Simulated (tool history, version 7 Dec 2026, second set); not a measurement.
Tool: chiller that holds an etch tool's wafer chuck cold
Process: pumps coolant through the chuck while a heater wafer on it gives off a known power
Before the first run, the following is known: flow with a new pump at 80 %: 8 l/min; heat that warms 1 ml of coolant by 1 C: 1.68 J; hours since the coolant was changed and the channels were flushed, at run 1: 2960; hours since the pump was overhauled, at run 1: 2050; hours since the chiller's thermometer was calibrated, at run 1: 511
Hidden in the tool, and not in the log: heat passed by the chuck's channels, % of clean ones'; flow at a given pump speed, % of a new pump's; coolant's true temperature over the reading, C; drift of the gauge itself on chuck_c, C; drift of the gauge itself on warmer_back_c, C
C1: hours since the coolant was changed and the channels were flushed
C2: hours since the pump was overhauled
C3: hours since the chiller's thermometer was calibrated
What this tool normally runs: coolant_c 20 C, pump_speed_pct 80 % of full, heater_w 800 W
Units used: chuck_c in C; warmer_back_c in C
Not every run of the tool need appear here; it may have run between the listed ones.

run 1 hour=0.0 | coolant_c=20 pump_speed_pct=80 heater_w=800 | C1=2960 C2=2050 C3=511 | chuck_c=26.78 warmer_back_c=3.60
run 2 hour=39.5 | coolant_c=20 pump_speed_pct=88 heater_w=800 | C1=2999 C2=2090 C3=551 | chuck_c=26.40 warmer_back_c=3.21
run 3 hour=91.3 | coolant_c=15 pump_speed_pct=80 heater_w=800 | C1=3051 C2=2141 C3=603 | chuck_c=21.72 warmer_back_c=3.59
run 4 hour=146.5 | coolant_c=15 pump_speed_pct=80 heater_w=800 | C1=3106 C2=2197 C3=658 | chuck_c=21.68 warmer_back_c=3.54
run 5 hour=205.4 | coolant_c=15 pump_speed_pct=80 heater_w=800 | C1=3165 C2=2255 C3=717 | chuck_c=21.69 warmer_back_c=3.53
-- hour=259.5 coolant changed, channels flushed
run 6 hour=275.5 | coolant_c=20 pump_speed_pct=80 heater_w=800 | C1=16 C2=2320 C3=781 | chuck_c=26.72 warmer_back_c=3.54
run 7 hour=310.4 | coolant_c=20 pump_speed_pct=80 heater_w=800 | C1=51 C2=2355 C3=816 | chuck_c=26.66 warmer_back_c=3.52
run 8 hour=368.8 | coolant_c=20 pump_speed_pct=80 heater_w=800 | C1=109 C2=2413 C3=874 | chuck_c=26.72 warmer_back_c=3.53
run 9 hour=408.2 | coolant_c=20 pump_speed_pct=80 heater_w=800 | C1=149 C2=2452 C3=914 | chuck_c=26.71 warmer_back_c=3.54
run 10 hour=455.4 | coolant_c=20 pump_speed_pct=92 heater_w=800 | C1=196 C2=2499 C3=961 | chuck_c=26.19 warmer_back_c=3.04
run 11 hour=512.0 | coolant_c=15 pump_speed_pct=92 heater_w=800 | C1=253 C2=2556 C3=1017 | chuck_c=21.19 warmer_back_c=3.01
run 12 hour=562.3 | coolant_c=20 pump_speed_pct=78 heater_w=1195 | C1=303 C2=2606 C3=1068 | chuck_c=30.16 warmer_back_c=5.41
run 13 hour=607.3 | coolant_c=27 pump_speed_pct=94 heater_w=614 | C1=348 C2=2651 C3=1113 | chuck_c=31.66 warmer_back_c=2.26
run 14 hour=640.4 | coolant_c=30 pump_speed_pct=65 heater_w=1040 | C1=381 C2=2684 C3=1146 | chuck_c=39.98 warmer_back_c=5.66
run 15 hour=700.9 | coolant_c=20 pump_speed_pct=77 heater_w=406 | C1=441 C2=2745 C3=1206 | chuck_c=23.53 warmer_back_c=1.78

3 options for the next run, each taken on its own from the tool as it stands now. Forecast them:
run A hour=743.1 | coolant_c=20 pump_speed_pct=81 heater_w=800 | C1=484 C2=2787 C3=1248 | chuck_c=? warmer_back_c=?
run B hour=743.1 | coolant_c=24 pump_speed_pct=77 heater_w=1192 | C1=484 C2=2787 C3=1248 | chuck_c=? warmer_back_c=?
run C hour=743.1 | coolant_c=26 pump_speed_pct=78 heater_w=795 | C1=484 C2=2787 C3=1248 | chuck_c=? warmer_back_c=?

run=A chuck_c=26.72 warmer_back_c=3.45
run=B chuck_c=34.30 warmer_back_c=5.45
run=C chuck_c=32.82 warmer_back_c=3.55
With no hidden state in the tool, these same runs would have given:
run=A chuck_c=26.71 warmer_back_c=3.54
run=B chuck_c=34.30 warmer_back_c=5.55
run=C chuck_c=32.82 warmer_back_c=3.64
